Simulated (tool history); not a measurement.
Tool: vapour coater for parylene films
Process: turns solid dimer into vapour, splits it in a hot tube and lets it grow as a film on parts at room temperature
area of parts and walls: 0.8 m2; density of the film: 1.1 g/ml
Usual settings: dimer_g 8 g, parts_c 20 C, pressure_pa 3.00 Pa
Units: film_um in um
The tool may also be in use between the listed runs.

Run 1, hour 0.0: usual settings. Result: film_um 6.38 um.
Run 2, hour 27.9: usual settings. Result: film_um 6.44 um.
Run 3, hour 42.7: usual settings but parts_c 28 C. Result: film_um 5.59 um.
Run 4, hour 72.4: usual settings but parts_c 28 C. Result: film_um 5.56 um.
Run 5, hour 86.6: usual settings but pressure_pa 3.22 Pa. Result: film_um 6.31 um.
Run 6, hour 100.0: usual settings but pressure_pa 3.22 Pa. Result: film_um 6.28 um.
Run 7, hour 124.1: usual settings but pressure_pa 3.22 Pa. Result: film_um 6.12 um.
Run 8, hour 143.3: usual settings but dimer_g 5 g, parts_c 27 C, pressure_pa 10.07 Pa. Result: film_um 2.80 um.

Forecast run 9:
Run 9, hour 164.9: usual settings but dimer_g 5 g, parts_c 27 C, pressure_pa 10.07 Pa. Result: film_um ?.

{"run 9": {"film_um": 2.76}}
Without the tool's hidden state the same run would have given film_um 3.06 um.
